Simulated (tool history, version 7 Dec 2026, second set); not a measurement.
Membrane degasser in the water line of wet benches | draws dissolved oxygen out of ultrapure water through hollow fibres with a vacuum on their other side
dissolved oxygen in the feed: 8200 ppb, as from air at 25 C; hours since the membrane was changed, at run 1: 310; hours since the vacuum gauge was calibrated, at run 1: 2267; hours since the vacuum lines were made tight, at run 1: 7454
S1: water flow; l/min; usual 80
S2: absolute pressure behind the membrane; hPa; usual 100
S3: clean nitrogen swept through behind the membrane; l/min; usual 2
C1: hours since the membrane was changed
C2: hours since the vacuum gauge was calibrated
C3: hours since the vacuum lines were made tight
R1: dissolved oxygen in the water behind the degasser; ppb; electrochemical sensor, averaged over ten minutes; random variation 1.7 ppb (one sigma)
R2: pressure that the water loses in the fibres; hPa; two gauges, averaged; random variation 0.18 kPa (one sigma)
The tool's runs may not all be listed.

run 1 day=0 | S1=80 S2=100 S3=2 | C1=310 C2=2267 C3=7454 | R1=625.7 R2=565.3
run 2 day=6.517 | S1=80 S2=100 S3=2 | C1=466 C2=2423 C3=7610 | R1=629.8 R2=567.4
run 3 day=12.908 | S1=80 S2=100 S3=2 | C1=619 C2=2577 C3=7764 | R1=626.1 R2=567.9
run 4 day=18.425 | S1=80 S2=100 S3=2 | C1=752 C2=2709 C3=7896 | R1=630.9 R2=568.1
run 5 day=21.362 | S1=80 S2=100 S3=2 | C1=822 C2=2780 C3=7966 | R1=630.5 R2=569.7
run 6 day=24.742 | S1=80 S2=100 S3=2 | C1=903 C2=2861 C3=8047 | R1=628.8 R2=567.2
run 7 day=31.388 | S1=80 S2=100 S3=2 | C1=1063 C2=3020 C3=8207 | R1=629.1 R2=568
run 8 day=38.167 | S1=126 S2=100 S3=2 | C1=1225 C2=3183 C3=8370 | R1=1082.5 R2=894.7
run 9 day=42.258 | S1=80 S2=100 S3=2 | C1=1324 C2=3281 C3=8468 | R1=627.5 R2=571
run 10 day=45.6 | S1=49 S2=100 S3=2 | C1=1404 C2=3361 C3=8548 | R1=368.2 R2=346.8
run 11 day=52.588 | S1=120 S2=100 S3=2 | C1=1572 C2=3529 C3=8716 | R1=1028.9 R2=856
run 12 day=59.292 | S1=120 S2=100 S3=2 | C1=1733 C2=3690 C3=8877 | R1=1028 R2=855.7
run 13 day=62.317 | S1=120 S2=100 S3=2 | C1=1805 C2=3763 C3=8949 | R1=1028.8 R2=859.9
run 14 day=66.033 | S1=120 S2=100 S3=2 | C1=1894 C2=3852 C3=9038 | R1=1026.7 R2=853.2
run 15 day=72.754 | S1=80 S2=100 S3=2 | C1=2056 C2=4013 C3=9200 | R1=633.1 R2=568.7
run 16 day=78.229 | S1=80 S2=100 S3=2.79 | C1=2187 C2=4144 C3=9331 | R1=514.4 R2=572.3
-- day=80.812 vacuum gauge calibrated
run 17 day=82.925 | S1=65 S2=96 S3=1.39 | C1=2299 C2=51 C3=9443 | R1=601.8 R2=461.8
run 18 day=86.7 | S1=65 S2=96 S3=1.39 | C1=2390 C2=141 C3=9534 | R1=603.3 R2=462.6
run 19 day=93.238 | S1=65 S2=102 S3=1.39 | C1=2547 C2=298 C3=9691 | R1=649.3 R2=461.3
run 20 day=96.75 | S1=65 S2=198 S3=5.5 | C1=2631 C2=382 C3=9775 | R1=492.1 R2=463.2
run 21 day=103.658 | S1=80 S2=158 S3=2 | C1=2797 C2=548 C3=9941 | R1=1019 R2=573.2
run 22 day=106.533 | S1=60 S2=100 S3=4.16 | C1=2866 C2=617 C3=10010 | R1=260.9 R2=428.3
run 23 day=111.275 | S1=60 S2=100 S3=4.16 | C1=2980 C2=731 C3=10124 | R1=263.1 R2=428.1
run 24 day=117.804 | S1=60 S2=100 S3=4.16 | C1=3136 C2=888 C3=10281 | R1=261.1 R2=426.4
run 25 day=123.075 | S1=60 S2=100 S3=4.16 | C1=3263 C2=1014 C3=10407 | R1=262.3 R2=430.4
run 26 day=126.338 | S1=80 S2=100 S3=5.62 | C1=3341 C2=1093 C3=10485 | R1=338.5 R2=573.6
run 27 day=129.979 | S1=126 S2=120 S3=2 | C1=3429 C2=1180 C3=10573 | R1=1267.1 R2=900.4
run 28 day=135.771 | S1=82 S2=90 S3=2 | C1=3568 C2=1319 C3=10712 | R1=578.1 R2=586.8
run 29 day=139.454 | S1=113 S2=87 S3=2 | C1=3656 C2=1407 C3=10800 | R1=847.2 R2=812.7
run 30 day=144.525 | S1=91 S2=69 S3=2.51 | C1=3778 C2=1529 C3=10922 | R1=444.4 R2=654
run 31 day=150.95 | S1=61 S2=136 S3=5.81 | C1=3932 C2=1683 C3=11076 | R1=295.7 R2=434.8
run 32 day=155.525 | S1=50 S2=100 S3=2.49 | C1=4042 C2=1793 C3=11186 | R1=315.5 R2=359.1

Some steps in R1 between neighbouring runs. How much of each would the tool show without its hidden state too (settings, what came in, random variation), and how much is left for the hidden state, with any gauge scatter that isn't in both results?
The hidden state here: membrane still open, %; true pressure behind the membrane over the reading, kPa; air that leaks in behind the membrane, l/min; drift of the gauge itself on oxygen_ppb, %; drift of the gauge itself on loss_of_pressure_kpa, %.
Run 16 -> 17: S1 80 -> 65, S2 100 -> 96, S3 2.79 -> 1.39, vacuum gauge calibrated. R1 +87.4 ppb: hidden state -6.4, all else +93.8.
Run 21 -> 22: S1 80 -> 60, S2 158 -> 100, S3 2 -> 4.16. R1 -758.1 ppb: hidden state -1.3, all else -756.8.
Run 26 -> 27: S1 80 -> 126, S2 100 -> 120, S3 5.62 -> 2. R1 +928.6 ppb: hidden state +4.8, all else +923.8.
Run 27 -> 28: S1 126 -> 82, S2 120 -> 90. R1 -689 ppb: hidden state -4.2, all else -684.8.
Run 28 -> 29: S1 82 -> 113, S2 90 -> 87. R1 +269.1 ppb: hidden state +4.8, all else +264.3.
